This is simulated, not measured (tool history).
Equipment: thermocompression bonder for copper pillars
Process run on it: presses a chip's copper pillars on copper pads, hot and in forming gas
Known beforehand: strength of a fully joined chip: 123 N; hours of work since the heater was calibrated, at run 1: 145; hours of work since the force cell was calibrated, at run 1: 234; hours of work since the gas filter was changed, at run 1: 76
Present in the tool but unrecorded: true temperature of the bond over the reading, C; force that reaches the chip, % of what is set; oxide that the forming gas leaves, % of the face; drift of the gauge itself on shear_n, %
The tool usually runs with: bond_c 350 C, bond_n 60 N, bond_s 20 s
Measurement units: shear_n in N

run	hour	bond_c	bond_n	bond_s	hours of work since the heater was calibrated	hours of work since the force cell was calibrated	hours of work since the gas filter was changed	shear_n
1	0	350	60	20	145	234	76	71.5
2	17.8	350	60	20	152	242	83	71.6
3	37.1	350	60	20	160	250	91	72.2
4	46.9	350	60	20	164	254	95	71.4
5	57.5	350	38	20	168	258	99	59.6
6	75	350	38	20	175	265	106	59.8
7	96.8	325	60	20	184	274	115	58.7
8	111.6	350	60	20	190	280	121	71.9
# hour 118: forming gas filter changed
9	133	350	60	20	198	288	6	72
10	147.3	350	60	20	204	294	12	72.4
11	157.6	350	60	20	208	298	16	72.9
12	171.1	342	41	11	214	304	22	46.2
13	182.2	350	60	12	219	308	26	61.5
14	199.5	350	69	20	226	316	33	75.5
15	211.4	322	55	18	230	320	38	53.2

Run 16 is up next; what results do you expect?
16	228	322	55	18	237	327	45	?

{"run 16": {"shear_n": 53.2}}
Had the tool carried no hidden state, the very same run would have given shear_n 53.2 N.

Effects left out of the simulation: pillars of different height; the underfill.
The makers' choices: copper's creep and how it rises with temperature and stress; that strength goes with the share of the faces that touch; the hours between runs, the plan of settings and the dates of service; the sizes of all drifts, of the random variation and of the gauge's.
